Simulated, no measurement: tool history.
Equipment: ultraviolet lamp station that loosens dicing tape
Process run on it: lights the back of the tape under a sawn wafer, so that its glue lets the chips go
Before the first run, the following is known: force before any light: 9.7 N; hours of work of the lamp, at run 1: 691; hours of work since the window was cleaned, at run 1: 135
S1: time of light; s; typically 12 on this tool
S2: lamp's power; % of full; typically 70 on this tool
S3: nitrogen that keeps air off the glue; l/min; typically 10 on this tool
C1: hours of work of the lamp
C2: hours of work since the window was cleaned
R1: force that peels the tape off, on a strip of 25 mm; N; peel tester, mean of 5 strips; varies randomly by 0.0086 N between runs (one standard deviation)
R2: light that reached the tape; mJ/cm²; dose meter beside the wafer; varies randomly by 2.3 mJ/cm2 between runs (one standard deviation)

{"run": 1, "day": 0.0, "S1": 12, "S2": 70, "S3": 10, "C1": 691, "C2": 135, "R1": 0.456, "R2": 203}
{"run": 2, "day": 1.0, "S1": 12, "S2": 70, "S3": 10, "C1": 705, "C2": 149, "R1": 0.471, "R2": 202}
{"run": 3, "day": 2.183, "S1": 17, "S2": 70, "S3": 10, "C1": 721, "C2": 165, "R1": 0.288, "R2": 284}
{"run": 4, "day": 3.717, "S1": 12, "S2": 70, "S3": 10, "C1": 742, "C2": 186, "R1": 0.498, "R2": 197}
{"run": 5, "day": 4.667, "S1": 12, "S2": 70, "S3": 10, "C1": 755, "C2": 199, "R1": 0.489, "R2": 190}
{"run": 6, "day": 5.396, "S1": 12, "S2": 70, "S3": 10, "C1": 765, "C2": 209, "R1": 0.492, "R2": 197}
{"run": 7, "day": 6.217, "S1": 12, "S2": 70, "S3": 10, "C1": 776, "C2": 220, "R1": 0.491, "R2": 194}
{"run": 8, "day": 6.883, "S1": 12, "S2": 71, "S3": 10, "C1": 785, "C2": 230, "R1": 0.485, "R2": 193}
{"day": 7.375, "done": "window cleaned of glue's vapour"}
{"run": 9, "day": 8.217, "S1": 12, "S2": 71, "S3": 10, "C1": 803, "C2": 12, "R1": 0.414, "R2": 215}
{"run": 10, "day": 9.071, "S1": 12, "S2": 71, "S3": 10, "C1": 815, "C2": 23, "R1": 0.421, "R2": 210}
{"run": 11, "day": 10.4, "S1": 12, "S2": 70, "S3": 10, "C1": 833, "C2": 41, "R1": 0.431, "R2": 207}
{"run": 12, "day": 11.562, "S1": 12, "S2": 70, "S3": 10, "C1": 849, "C2": 57, "R1": 0.43, "R2": 206}
{"run": 13, "day": 13.046, "S1": 12, "S2": 70, "S3": 10, "C1": 869, "C2": 78, "R1": 0.441, "R2": 206}
{"run": 14, "day": 13.796, "S1": 14, "S2": 70, "S3": 10, "C1": 880, "C2": 88, "R1": 0.35, "R2": 232}
{"run": 15, "day": 14.496, "S1": 12, "S2": 70, "S3": 10, "C1": 889, "C2": 97, "R1": 0.472, "R2": 196}
{"run": 16, "day": 15.454, "S1": 20, "S2": 70, "S3": 10, "C1": 902, "C2": 110, "R1": 0.242, "R2": 326}
{"run": 17, "day": 16.458, "S1": 12, "S2": 70, "S3": 18, "C1": 916, "C2": 124, "R1": 0.345, "R2": 194}
{"run": 18, "day": 17.642, "S1": 12, "S2": 70, "S3": 18, "C1": 932, "C2": 140, "R1": 0.35, "R2": 197}
{"run": 19, "day": 18.817, "S1": 12, "S2": 70, "S3": 18, "C1": 948, "C2": 157, "R1": 0.375, "R2": 191}
{"run": 20, "day": 20.121, "S1": 12, "S2": 70, "S3": 10, "C1": 966, "C2": 174, "R1": 0.514, "R2": 193}
{"run": 21, "day": 21.171, "S1": 12, "S2": 70, "S3": 10, "C1": 980, "C2": 189, "R1": 0.501, "R2": 193}
{"run": 22, "day": 21.871, "S1": 12, "S2": 72, "S3": 10, "C1": 990, "C2": 198, "R1": 0.493, "R2": 192}
{"run": 23, "day": 23.275, "S1": 7, "S2": 82, "S3": 10, "C1": 1009, "C2": 217, "R1": 1.109, "R2": 131}
{"run": 24, "day": 24.188, "S1": 16, "S2": 70, "S3": 4, "C1": 1022, "C2": 230, "R1": 0.609, "R2": 247}
{"day": 24.683, "done": "window cleaned of glue's vapour"}
{"run": 25, "day": 25.175, "S1": 16, "S2": 70, "S3": 4, "C1": 1035, "C2": 7, "R1": 0.496, "R2": 275}
{"run": 26, "day": 26.25, "S1": 16, "S2": 70, "S3": 10, "C1": 1050, "C2": 21, "R1": 0.279, "R2": 266}
{"run": 27, "day": 27.562, "S1": 16, "S2": 70, "S3": 10, "C1": 1068, "C2": 39, "R1": 0.297, "R2": 272}
{"run": 28, "day": 28.717, "S1": 13, "S2": 70, "S3": 7, "C1": 1083, "C2": 55, "R1": 0.519, "R2": 217}
{"run": 29, "day": 30.146, "S1": 13, "S2": 70, "S3": 7, "C1": 1103, "C2": 75, "R1": 0.525, "R2": 212}
{"run": 30, "day": 31.121, "S1": 6, "S2": 80, "S3": 4, "C1": 1116, "C2": 88, "R1": 2.41, "R2": 115}
{"run": 31, "day": 32.662, "S1": 10, "S2": 65, "S3": 8, "C1": 1137, "C2": 109, "R1": 0.949, "R2": 150}
{"run": 32, "day": 33.371, "S1": 15, "S2": 80, "S3": 7, "C1": 1147, "C2": 119, "R1": 0.328, "R2": 278}
{"run": 33, "day": 34.812, "S1": 15, "S2": 80, "S3": 7, "C1": 1167, "C2": 139, "R1": 0.344, "R2": 278}
{"run": 34, "day": 35.638, "S1": 15, "S2": 80, "S3": 7, "C1": 1178, "C2": 150, "R1": 0.357, "R2": 271}
{"run": 35, "day": 36.621, "S1": 10, "S2": 61, "S3": 7, "C1": 1192, "C2": 163, "R1": 1.244, "R2": 136}
{"run": 36, "day": 37.979, "S1": 10, "S2": 84, "S3": 5, "C1": 1210, "C2": 182, "R1": 0.884, "R2": 193}
{"run": 37, "day": 39.296, "S1": 19, "S2": 70, "S3": 10, "C1": 1228, "C2": 200, "R1": 0.252, "R2": 292}
{"run": 38, "day": 39.967, "S1": 19, "S2": 66, "S3": 10, "C1": 1237, "C2": 209, "R1": 0.293, "R2": 277}
{"run": 39, "day": 41.262, "S1": 19, "S2": 66, "S3": 10, "C1": 1255, "C2": 227, "R1": 0.289, "R2": 273}
{"day": 42.042, "done": "window cleaned of glue's vapour"}
{"run": 40, "day": 42.262, "S1": 12, "S2": 84, "S3": 13, "C1": 1268, "C2": 3, "R1": 0.295, "R2": 238}
{"run": 41, "day": 43.704, "S1": 12, "S2": 84, "S3": 13, "C1": 1288, "C2": 23, "R1": 0.301, "R2": 237}
{"run": 42, "day": 44.871, "S1": 12, "S2": 84, "S3": 13, "C1": 1304, "C2": 39, "R1": 0.299, "R2": 232}

What differs in the tool's unlogged condition from the final listed run ahead of each entry between runs to the first listed run following it?
Between runs 8 and 9: window cleaned of glue's vapour (day 7.375)
  lamp's light, % of a new lamp's: 90 -> 89.8; light that the window lets through, % of a clean one's: 90.2 -> 99
  measured value less the no-hidden-state value, R1: +0.148 -> +0.072 N; R2: -45 -> -26 mJ/cm²
Between runs 24 and 25: window cleaned of glue's vapour (day 24.683)
  lamp's light, % of a new lamp's: 87.4 -> 87.3; light that the window lets through, % of a clean one's: 90.5 -> 99.7
  measured value less the no-hidden-state value, R1: +0.217 -> +0.112 N; R2: -65 -> -41 mJ/cm²
Between runs 39 and 40: window cleaned of glue's vapour (day 42.042)
  lamp's light, % of a new lamp's: 84.9 -> 84.8; light that the window lets through, % of a clean one's: 91.1 -> 99.6
  measured value less the no-hidden-state value, R1: +0.049 -> +0.045 N; R2: -79 -> -44 mJ/cm²
